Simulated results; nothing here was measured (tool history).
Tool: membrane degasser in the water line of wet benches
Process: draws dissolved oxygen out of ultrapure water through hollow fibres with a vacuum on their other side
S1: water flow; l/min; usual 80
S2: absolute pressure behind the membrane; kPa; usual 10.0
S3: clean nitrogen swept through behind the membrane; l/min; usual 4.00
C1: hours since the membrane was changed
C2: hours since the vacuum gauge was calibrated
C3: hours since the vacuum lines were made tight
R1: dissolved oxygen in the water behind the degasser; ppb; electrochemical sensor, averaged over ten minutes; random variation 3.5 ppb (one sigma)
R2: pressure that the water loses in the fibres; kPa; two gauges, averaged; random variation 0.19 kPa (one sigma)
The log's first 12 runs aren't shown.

Run 13, day 18.171: usual settings but S1 66 l/min, S2 23.2 kPa, S3 2.83 l/min; C1 604; C2 2474; C3 6410. Result: R1 945.6 ppb, R2 34.13 kPa.
Run 14, day 19.612: usual settings but S1 66 l/min, S2 23.2 kPa, S3 2.83 l/min; C1 638; C2 2509; C3 6445. Result: R1 937.7 ppb, R2 34.23 kPa.
Run 15, day 20.792: usual settings but S1 66 l/min, S2 23.2 kPa, S3 2.83 l/min; C1 667; C2 2537; C3 6473. Result: R1 948.2 ppb, R2 34.00 kPa.
Run 16, day 22.796: usual settings but S1 66 l/min, S2 23.2 kPa, S3 2.83 l/min; C1 715; C2 2585; C3 6521. Result: R1 930.8 ppb, R2 34.21 kPa.
Run 17, day 24.833: usual settings but S1 66 l/min, S2 23.2 kPa, S3 2.83 l/min; C1 764; C2 2634; C3 6570. Result: R1 940.3 ppb, R2 34.16 kPa.
Run 18, day 26.558: usual settings but S1 68 l/min, S2 14.7 kPa, S3 7.48 l/min; C1 805; C2 2675; C3 6611. Result: R1 266.9 ppb, R2 35.01 kPa.
Run 19, day 27.738: usual settings but S1 58 l/min, S2 8.0 kPa, S3 2.06 l/min; C1 833; C2 2704; C3 6640. Result: R1 289.0 ppb, R2 30.11 kPa.
Run 20, day 29.129: usual settings but S1 58 l/min, S2 12.7 kPa, S3 1.75 l/min; C1 867; C2 2737; C3 6673. Result: R1 622.7 ppb, R2 30.30 kPa.
At day 30.621: gauge calibrated.
Run 21, day 31.054: usual settings but S1 58 l/min, S2 12.7 kPa, S3 2.02 l/min; C1 913; C2 2783; C3 6719. Result: R1 557.0 ppb, R2 29.30 kPa.
Run 22, day 32.075: usual settings but S1 58 l/min, S2 12.7 kPa, S3 2.02 l/min; C1 937; C2 2808; C3 6744. Result: R1 566.0 ppb, R2 29.56 kPa.

Run 23 comes next. What will it give?
Run 23, day 33.754: usual settings but S1 86 l/min, S2 19.0 kPa; C1 978; C2 2848; C3 6784. Result: R1 ?, R2 ?.

R1: 750.8 ppb
R2: 43.83 kPa
Without the tool's hidden state the same run would have given R1 750.5 ppb, R2 43.71 kPa.

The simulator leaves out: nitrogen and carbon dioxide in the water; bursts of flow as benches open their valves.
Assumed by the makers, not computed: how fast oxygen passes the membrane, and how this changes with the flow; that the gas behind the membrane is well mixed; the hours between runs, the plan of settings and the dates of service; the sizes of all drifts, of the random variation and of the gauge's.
